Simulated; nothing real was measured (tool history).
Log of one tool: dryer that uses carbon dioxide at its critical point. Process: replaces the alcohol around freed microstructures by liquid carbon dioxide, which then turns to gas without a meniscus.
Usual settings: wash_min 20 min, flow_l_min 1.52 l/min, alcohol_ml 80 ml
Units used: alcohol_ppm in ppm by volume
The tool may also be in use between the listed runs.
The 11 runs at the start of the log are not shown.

run,hour,wash_min,flow_l_min,alcohol_ml,alcohol_ppm
12,98.0,20,1.31,45,167
13,103.9,20,1.31,69,257
14,114.9,20,1.31,69,249
15,124.2,20,1.31,69,251
16,134.9,20,1.52,24,47
17,140.6,20,1.52,87,178
18,146.0,20,1.52,87,170
19,152.4,20,1.39,102,281
20,162.4,16,2.08,45,69
21,172.7,16,2.08,45,68
22,180.7,20,1.45,80,204
23,190.5,31,2.20,80,15
24,198.2,15,2.20,29,51
# hour 200.2: inlet filter changed
25,205.2,15,2.20,29,19
26,211.7,24,1.20,29,45
27,217.6,24,1.20,29,38
28,227.7,24,1.20,29,39
29,232.5,26,0.95,29,81
30,238.4,20,1.52,21,28
31,244.8,20,1.52,21,36
32,255.6,20,1.52,21,35
33,266.2,16,2.46,28,10
34,271.4,12,2.46,101,128
35,281.1,27,2.46,63,16
36,291.8,32,2.46,63,21

Branching from run 36: 5 alternative next runs. What would each branch give?
A,301.8,32,1.62,82,?
B,301.8,32,1.60,63,?
C,301.8,21,1.31,53,?
D,301.8,18,1.67,55,?
E,301.8,13,2.23,44,?

run,alcohol_ppm
A,24
B,17
C,91
D,67
E,71
Had the tool no hidden state, the same runs would have come out as:
run,alcohol_ppm
A,15
B,8
C,76
D,54
E,58
